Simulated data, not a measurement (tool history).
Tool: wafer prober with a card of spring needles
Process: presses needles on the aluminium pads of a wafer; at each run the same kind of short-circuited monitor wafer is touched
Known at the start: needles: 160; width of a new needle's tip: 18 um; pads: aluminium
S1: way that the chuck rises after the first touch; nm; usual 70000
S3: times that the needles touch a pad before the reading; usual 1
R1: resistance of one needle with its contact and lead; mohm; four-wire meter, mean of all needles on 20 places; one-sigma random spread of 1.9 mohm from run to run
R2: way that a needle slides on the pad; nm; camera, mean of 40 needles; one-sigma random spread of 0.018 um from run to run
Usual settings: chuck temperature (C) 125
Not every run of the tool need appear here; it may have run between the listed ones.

Run 1, day 0: usual settings. Result: R1 294 mohm, R2 11580 nm.
At day 0.042: tips cleaned on abrasive film.
Run 2, day 0.238: usual settings. Result: R1 258 mohm, R2 11550 nm.
Run 3, day 0.546: usual settings. Result: R1 290 mohm, R2 11530 nm.
At day 0.825: tips cleaned on abrasive film.
Run 4, day 1.008: usual settings. Result: R1 258 mohm, R2 11540 nm.
Run 5, day 1.475: usual settings. Result: R1 293 mohm, R2 11550 nm.
At day 1.621: tips cleaned on abrasive film.
Run 6, day 1.75: usual settings. Result: R1 248 mohm, R2 11540 nm.
Run 7, day 2.183: usual settings. Result: R1 291 mohm, R2 11550 nm.
At day 2.442: tips cleaned on abrasive film.
Run 8, day 2.55: usual settings but S1 86000 nm. Result: R1 230 mohm, R2 14160 nm.
At day 2.596: height of the first contact set anew.
Run 9, day 3.05: usual settings but S1 86000 nm. Result: R1 257 mohm, R2 14160 nm.
At day 3.267: tips cleaned on abrasive film.
Run 10, day 3.538: usual settings. Result: R1 273 mohm, R2 11490 nm.
Run 11, day 4.029: usual settings but chuck temperature (C) 122. Result: R1 296 mohm, R2 11440 nm.
At day 4.067: tips cleaned on abrasive film.
Run 12, day 4.267: usual settings but chuck temperature (C) 122. Result: R1 264 mohm, R2 11460 nm.
Run 13, day 4.738: usual settings but chuck temperature (C) 122. Result: R1 294 mohm, R2 11430 nm.
At day 4.871: tips cleaned on abrasive film.
At day 5.096: height of the first contact set anew, once more.
Run 14, day 5.242: usual settings but S1 57000 nm, chuck temperature (C) 119. Result: R1 313 mohm, R2 9550 nm.
At day 5.671: tips cleaned on abrasive film.
Run 15, day 5.75: usual settings but S1 72000 nm, chuck temperature (C) 119. Result: R1 233 mohm, R2 12050 nm.
Run 16, day 6.092: usual settings but S1 53000 nm, chuck temperature (C) 40, S3 2. Result: R1 281 mohm, R2 8870 nm.
At day 6.458: tips cleaned on abrasive film.
Run 17, day 6.5: usual settings but S1 52000 nm, chuck temperature (C) 117, S3 3. Result: R1 221 mohm, R2 8670 nm.
Run 18, day 6.804: usual settings but S1 80000 nm, chuck temperature (C) 117, S3 3. Result: R1 218 mohm, R2 13360 nm.
At day 7.254: tips cleaned on abrasive film.
Run 19, day 7.283: usual settings but S1 85000 nm, chuck temperature (C) 43. Result: R1 199 mohm, R2 14200 nm.
Run 20, day 7.554: usual settings but S1 82000 nm. Result: R1 254 mohm, R2 13730 nm.
At day 8.067: tips cleaned on abrasive film.
Run 21, day 8.117: usual settings but chuck temperature (C) 72. Result: R1 220 mohm, R2 11680 nm.
Run 22, day 8.429: usual settings but chuck temperature (C) 80. Result: R1 277 mohm, R2 11640 nm.
At day 8.871: tips cleaned on abrasive film.
Run 23, day 8.975: usual settings but chuck temperature (C) 80. Result: R1 239 mohm, R2 11650 nm.

Table of differences, measured result less the result of that run with no hidden state. Run-to-run variation is the same in both. Gauge scatter possibly is not:
The hidden state here: debris on the tips, nm; way that the needles fall short of the set height, um; tips' diameter, um; drift of the gauge itself on contact_mohm, %; drift of the gauge itself on scrub_um, %.
run    R1    R2
  1   +93  -160
  2   +57  -170
  3   +88  -170
  4   +56  -190
  5   +91  -180
  6   +47  -200
  7   +90  -200
  8   +30  -210
  9   +62  -240
 10   +73  -260
 11   +96  -260
 12   +64  -270
 13   +94  -270
 14  +109    +0
 15   +32    +0
 16   +94   -10
 17   +17   -20
 18   +22   -20
 19   +16   -40
 20   +55   -40
 21   +30   -60
 22   +85   -50
 23   +44   -70

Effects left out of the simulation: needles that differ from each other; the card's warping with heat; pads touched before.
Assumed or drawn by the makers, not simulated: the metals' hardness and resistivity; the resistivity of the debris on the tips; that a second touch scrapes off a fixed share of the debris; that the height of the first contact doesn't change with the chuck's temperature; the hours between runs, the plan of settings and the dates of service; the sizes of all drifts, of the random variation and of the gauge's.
